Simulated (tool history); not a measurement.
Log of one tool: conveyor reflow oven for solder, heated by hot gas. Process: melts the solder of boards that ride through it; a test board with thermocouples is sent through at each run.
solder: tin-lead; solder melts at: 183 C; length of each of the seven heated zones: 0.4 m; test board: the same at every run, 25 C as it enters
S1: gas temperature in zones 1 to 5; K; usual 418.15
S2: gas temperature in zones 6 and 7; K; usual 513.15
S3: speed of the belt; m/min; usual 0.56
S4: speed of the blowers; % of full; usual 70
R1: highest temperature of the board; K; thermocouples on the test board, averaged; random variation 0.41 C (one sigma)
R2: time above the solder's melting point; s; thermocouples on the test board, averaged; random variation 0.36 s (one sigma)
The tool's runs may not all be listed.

run    hour      S1      S2     S3  S4      R1    R2
  1       0  418.15  513.15   0.56  70  493.65  68.8
  2    49.9  418.15  513.15  0.626  70  488.85  58.1
  3   103.3  418.15  522.15  0.626  70  495.95  63.5
      138.4  -- thermocouples of zones 6 and 7 changed
  4   145.1  418.15  508.15  0.626  70  484.15  54.9
      206.6  -- flux residue cleaned out of gas plates and filters
  5   211.2  418.15  508.15  0.626  70  488.45  57.3
  6   273.7  418.15  508.15  0.626  70  487.75  57.5
  7   326.6  418.15  513.15   0.56  70  495.35  71.6
  8   379.1  418.15  513.15  0.571  70  493.55  69.9
  9   424.1  418.15  505.15   0.56  70  488.45  65.5
 10   477.8  418.15  505.15   0.56  70  488.25  65.3
 11   520.2  418.15  505.15   0.56  70  487.75  65.3
 12   571.7  418.15  505.15   0.56  70  487.05    65
 13   613.3  418.15  513.15  0.543  70  494.35  73.3
 14   652.8  418.15  513.15  0.543  70  495.25  73.7
 15   688.5  418.15  503.15   0.56  70  485.65  63.4
 16   750.3  418.15  503.15   0.56  70  485.65  61.6
 17     806  416.15  508.15  0.514  83  493.35  77.4
 18   855.2  418.15  513.15  0.549  70  493.15  72.2
 19   913.6  418.15  513.15   0.56  70  493.45    69
      921.4  -- flux residue cleaned out of gas plates and filters
      967.3  -- belt drive overhauled, speed set with a stopwatch
 20   983.2  418.15  516.15   0.56  77  499.25  73.4
 21  1020.6  432.15  512.15   0.56  52  491.55  74.3
 22  1084.5  432.15  512.15  0.661  52  484.85  56.2
 23  1117.2  418.15  513.15  0.548  70  494.45  71.8
 24  1158.9  418.15  513.15  0.548  70  494.05  71.5
 25  1191.3  418.15  522.15  0.474  70  506.75  92.7
 26  1228.8  418.15  522.15  0.474  70  506.55  92.5
 27  1269.6  418.15  518.15   0.56  88  500.65  74.6

Forecast run 28:
 28  1309.2  430.15  526.15  0.487  72   ?   ?

{"run 28": {"R1": 511.85, "R2": 99.2}}
Without the tool's hidden state the same run would have given R1 514.55 K, R2 100.1 s.

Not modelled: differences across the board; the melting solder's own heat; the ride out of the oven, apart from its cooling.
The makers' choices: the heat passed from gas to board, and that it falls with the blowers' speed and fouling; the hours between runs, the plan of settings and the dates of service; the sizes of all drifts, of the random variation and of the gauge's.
